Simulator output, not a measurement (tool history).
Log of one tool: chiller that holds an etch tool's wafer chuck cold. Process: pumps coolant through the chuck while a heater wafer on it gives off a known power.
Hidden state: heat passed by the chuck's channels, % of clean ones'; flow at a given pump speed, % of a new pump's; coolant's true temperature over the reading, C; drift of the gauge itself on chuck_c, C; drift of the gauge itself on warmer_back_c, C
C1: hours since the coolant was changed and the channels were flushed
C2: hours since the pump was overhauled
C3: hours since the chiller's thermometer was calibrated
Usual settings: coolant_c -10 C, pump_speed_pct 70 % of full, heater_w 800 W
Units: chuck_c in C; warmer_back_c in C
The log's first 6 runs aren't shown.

{"run": 7, "hour": 600.1, "coolant_c": -7, "pump_speed_pct": 70, "heater_w": 800, "C1": 4157, "C2": 991, "C3": 3407, "chuck_c": 0.4, "warmer_back_c": 3.55}
{"run": 8, "hour": 673.1, "coolant_c": -7, "pump_speed_pct": 70, "heater_w": 800, "C1": 4230, "C2": 1064, "C3": 3480, "chuck_c": 0.3, "warmer_back_c": 3.51}
{"run": 9, "hour": 781.9, "coolant_c": -7, "pump_speed_pct": 70, "heater_w": 800, "C1": 4339, "C2": 1173, "C3": 3589, "chuck_c": 0.3, "warmer_back_c": 3.43}
{"run": 10, "hour": 913.2, "coolant_c": -7, "pump_speed_pct": 70, "heater_w": 800, "C1": 4470, "C2": 1304, "C3": 3720, "chuck_c": 0.4, "warmer_back_c": 3.45}
{"run": 11, "hour": 972.5, "coolant_c": -11, "pump_speed_pct": 70, "heater_w": 800, "C1": 4529, "C2": 1363, "C3": 3779, "chuck_c": -3.5, "warmer_back_c": 3.48}
{"run": 12, "hour": 1076.2, "coolant_c": -11, "pump_speed_pct": 70, "heater_w": 800, "C1": 4633, "C2": 1467, "C3": 3883, "chuck_c": -3.5, "warmer_back_c": 3.51}
{"run": 13, "hour": 1206.7, "coolant_c": -11, "pump_speed_pct": 87, "heater_w": 800, "C1": 4763, "C2": 1597, "C3": 4013, "chuck_c": -4.8, "warmer_back_c": 2.77}
{"run": 14, "hour": 1325.7, "coolant_c": -11, "pump_speed_pct": 87, "heater_w": 432, "C1": 4882, "C2": 1716, "C3": 4132, "chuck_c": -7.8, "warmer_back_c": 1.48}
{"hour": 1351.1, "done": "coolant changed, channels flushed"}
{"run": 15, "hour": 1420.6, "coolant_c": -11, "pump_speed_pct": 87, "heater_w": 432, "C1": 70, "C2": 1805, "C3": 4221, "chuck_c": -8.2, "warmer_back_c": 1.51}
{"run": 16, "hour": 1498.6, "coolant_c": -11, "pump_speed_pct": 87, "heater_w": 432, "C1": 147, "C2": 1883, "C3": 4299, "chuck_c": -8.2, "warmer_back_c": 1.45}
{"run": 17, "hour": 1632.4, "coolant_c": -13, "pump_speed_pct": 65, "heater_w": 971, "C1": 281, "C2": 2017, "C3": 4433, "chuck_c": -4.0, "warmer_back_c": 4.7}
{"run": 18, "hour": 1759.7, "coolant_c": -11, "pump_speed_pct": 70, "heater_w": 800, "C1": 409, "C2": 2144, "C3": 4560, "chuck_c": -4.3, "warmer_back_c": 3.53}
{"run": 19, "hour": 1875.9, "coolant_c": -11, "pump_speed_pct": 70, "heater_w": 800, "C1": 525, "C2": 2261, "C3": 4677, "chuck_c": -4.2, "warmer_back_c": 3.54}
{"run": 20, "hour": 1973.0, "coolant_c": -4, "pump_speed_pct": 99, "heater_w": 1005, "C1": 622, "C2": 2358, "C3": 4774, "chuck_c": 2.7, "warmer_back_c": 2.98}
{"run": 21, "hour": 2060.1, "coolant_c": -15, "pump_speed_pct": 99, "heater_w": 646, "C1": 709, "C2": 2445, "C3": 4861, "chuck_c": -11.1, "warmer_back_c": 1.92}
{"run": 22, "hour": 2160.7, "coolant_c": -15, "pump_speed_pct": 99, "heater_w": 646, "C1": 810, "C2": 2545, "C3": 4961, "chuck_c": -10.7, "warmer_back_c": 1.94}
{"run": 23, "hour": 2251.5, "coolant_c": -12, "pump_speed_pct": 99, "heater_w": 800, "C1": 900, "C2": 2636, "C3": 5052, "chuck_c": -6.7, "warmer_back_c": 2.42}
{"run": 24, "hour": 2330.6, "coolant_c": -10, "pump_speed_pct": 66, "heater_w": 740, "C1": 979, "C2": 2715, "C3": 5131, "chuck_c": -3.2, "warmer_back_c": 3.55}
{"run": 25, "hour": 2390.5, "coolant_c": -2, "pump_speed_pct": 70, "heater_w": 403, "C1": 1039, "C2": 2775, "C3": 5191, "chuck_c": 1.1, "warmer_back_c": 1.75}
{"run": 26, "hour": 2474.0, "coolant_c": -8, "pump_speed_pct": 70, "heater_w": 407, "C1": 1123, "C2": 2859, "C3": 5275, "chuck_c": -4.8, "warmer_back_c": 1.81}
{"run": 27, "hour": 2614.3, "coolant_c": -8, "pump_speed_pct": 70, "heater_w": 407, "C1": 1263, "C2": 2999, "C3": 5415, "chuck_c": -5.1, "warmer_back_c": 1.84}
{"run": 28, "hour": 2726.6, "coolant_c": -7, "pump_speed_pct": 80, "heater_w": 498, "C1": 1376, "C2": 3111, "C3": 5527, "chuck_c": -3.4, "warmer_back_c": 1.93}
{"run": 29, "hour": 2845.9, "coolant_c": -10, "pump_speed_pct": 70, "heater_w": 971, "C1": 1495, "C2": 3231, "C3": 5647, "chuck_c": -1.4, "warmer_back_c": 4.3}
{"hour": 2880.5, "done": "chiller's thermometer calibrated"}
{"run": 30, "hour": 2980.9, "coolant_c": -17, "pump_speed_pct": 86, "heater_w": 866, "C1": 1629, "C2": 3365, "C3": 100, "chuck_c": -9.8, "warmer_back_c": 3.07}
{"run": 31, "hour": 3088.9, "coolant_c": -7, "pump_speed_pct": 87, "heater_w": 632, "C1": 1737, "C2": 3472, "C3": 208, "chuck_c": -2.0, "warmer_back_c": 2.23}

Forecast each of these 3 alternatives for the next run:
{"run": "A", "hour": 3148.2, "coolant_c": -4, "pump_speed_pct": 91, "heater_w": 600, "C1": 1796, "C2": 3532, "C3": 268, "chuck_c": "?", "warmer_back_c": "?"}
{"run": "B", "hour": 3148.2, "coolant_c": -11, "pump_speed_pct": 96, "heater_w": 911, "C1": 1796, "C2": 3532, "C3": 268, "chuck_c": "?", "warmer_back_c": "?"}
{"run": "C", "hour": 3148.2, "coolant_c": -13, "pump_speed_pct": 87, "heater_w": 479, "C1": 1796, "C2": 3532, "C3": 268, "chuck_c": "?", "warmer_back_c": "?"}

run=A chuck_c=0.7 warmer_back_c=2.01
run=B chuck_c=-4.2 warmer_back_c=2.91
run=C chuck_c=-9.2 warmer_back_c=1.70
Without the tool's hidden state the same runs would have given:
run=A chuck_c=0.4 warmer_back_c=1.90
run=B chuck_c=-4.6 warmer_back_c=2.75
run=C chuck_c=-9.4 warmer_back_c=1.61
